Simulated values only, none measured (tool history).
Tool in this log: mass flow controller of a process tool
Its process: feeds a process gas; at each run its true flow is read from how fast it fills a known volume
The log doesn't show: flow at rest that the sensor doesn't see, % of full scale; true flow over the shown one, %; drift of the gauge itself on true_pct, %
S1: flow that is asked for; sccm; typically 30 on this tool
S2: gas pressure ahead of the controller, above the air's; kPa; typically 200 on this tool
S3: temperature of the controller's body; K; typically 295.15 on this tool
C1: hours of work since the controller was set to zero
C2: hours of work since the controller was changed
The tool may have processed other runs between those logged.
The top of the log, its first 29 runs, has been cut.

run 30 hour=1739.7 | S1=30 S2=148 S3=305.15 | C1=3955 C2=3955 | true_flow_(%)=101.43
run 31 hour=1780.9 | S1=30 S2=148 S3=305.15 | C1=3986 C2=3986 | true_flow_(%)=101.55
run 32 hour=1819.9 | S1=7 S2=152 S3=311.15 | C1=4016 C2=4016 | true_flow_(%)=101.26
run 33 hour=1903.1 | S1=13 S2=271 S3=312.15 | C1=4080 C2=4080 | true_flow_(%)=101.88
run 34 hour=1979.0 | S1=13 S2=271 S3=312.15 | C1=4139 C2=4139 | true_flow_(%)=101.89
run 35 hour=2054.8 | S1=30 S2=165 S3=297.15 | C1=4197 C2=4197 | true_flow_(%)=101.22
run 36 hour=2108.9 | S1=36 S2=186 S3=307.15 | C1=4239 C2=4239 | true_flow_(%)=102.15
-- hour=2165.1 gauge calibrated
run 37 hour=2168.6 | S1=30 S2=181 S3=296.15 | C1=4285 C2=4285 | true_flow_(%)=99.15
run 38 hour=2249.2 | S1=30 S2=147 S3=305.15 | C1=4347 C2=4347 | true_flow_(%)=99.93
run 39 hour=2313.2 | S1=5 S2=204 S3=301.15 | C1=4396 C2=4396 | true_flow_(%)=99.02
run 40 hour=2350.0 | S1=30 S2=200 S3=296.15 | C1=4425 C2=4425 | true_flow_(%)=99.35
run 41 hour=2433.1 | S1=26 S2=148 S3=295.15 | C1=4489 C2=4489 | true_flow_(%)=99.21
run 42 hour=2491.8 | S1=26 S2=148 S3=295.15 | C1=4534 C2=4534 | true_flow_(%)=99.24
run 43 hour=2558.2 | S1=5 S2=162 S3=296.15 | C1=4585 C2=4585 | true_flow_(%)=98.80
run 44 hour=2595.0 | S1=14 S2=149 S3=295.15 | C1=4614 C2=4614 | true_flow_(%)=99.07
run 45 hour=2649.5 | S1=37 S2=181 S3=294.15 | C1=4656 C2=4656 | true_flow_(%)=99.64

Predict each of these 3 candidate next runs independently; none follows another, all start after run 45:
run A hour=2687.8 | S1=27 S2=181 S3=294.15 | C1=4685 C2=4685 | true_flow_(%)=?
run B hour=2687.8 | S1=5 S2=175 S3=307.15 | C1=4685 C2=4685 | true_flow_(%)=?
run C hour=2687.8 | S1=30 S2=200 S3=297.15 | C1=4685 C2=4685 | true_flow_(%)=?

run=A true_flow_(%)=99.37
run=B true_flow_(%)=99.64
run=C true_flow_(%)=99.72
Had the tool no hidden state, the same runs would have come out as:
run=A true_flow_(%)=98.88
run=B true_flow_(%)=99.18
run=C true_flow_(%)=99.23

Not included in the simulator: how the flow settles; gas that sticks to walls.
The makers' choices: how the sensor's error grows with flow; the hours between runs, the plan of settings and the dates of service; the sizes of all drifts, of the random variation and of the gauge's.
